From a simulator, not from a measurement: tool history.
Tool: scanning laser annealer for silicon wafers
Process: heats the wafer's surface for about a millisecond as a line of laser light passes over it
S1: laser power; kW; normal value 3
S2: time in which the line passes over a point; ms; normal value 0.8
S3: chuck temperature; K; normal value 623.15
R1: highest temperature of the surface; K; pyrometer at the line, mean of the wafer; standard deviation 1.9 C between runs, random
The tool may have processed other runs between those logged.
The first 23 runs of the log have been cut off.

run,day,S1,S2,S3,R1
24,9.025,2.812,0.593,661.15,1290.15
25,9.508,3.193,0.598,636.15,1360.15
26,9.888,3,0.698,598.15,1327.15
27,10.288,2.676,0.8,623.15,1312.15
28,10.804,2.676,0.8,623.15,1315.15
29,11.262,3.12,0.8,623.15,1432.15
30,11.729,2.677,0.748,604.15,1272.15
31,12.062,3.141,0.645,641.15,1379.15
32,12.6,2.75,0.776,623.15,1322.15
33,12.967,2.599,0.776,623.15,1283.15
34,13.454,2.551,0.583,619.15,1178.15
35,13.708,3,0.8,584.15,1364.15
36,14.25,3,0.632,656.15,1348.15
37,14.471,3,0.8,605.15,1385.15

Here are 5 independent what-if runs from the current tool condition. What would each one return?
A,14.854,2.728,0.8,605.15,?
B,14.854,3.132,0.8,587.15,?
C,14.854,3,0.8,634.15,?
D,14.854,2.558,0.667,587.15,?
E,14.854,2.78,0.768,620.15,?

run,R1
A,1308.15
B,1400.15
C,1412.15
D,1187.15
E,1324.15
Take away the tool's hidden state, keep each run's random variation, and the runs would have read:
run,R1
A,1323.15
B,1418.15
C,1429.15
D,1200.15
E,1339.15
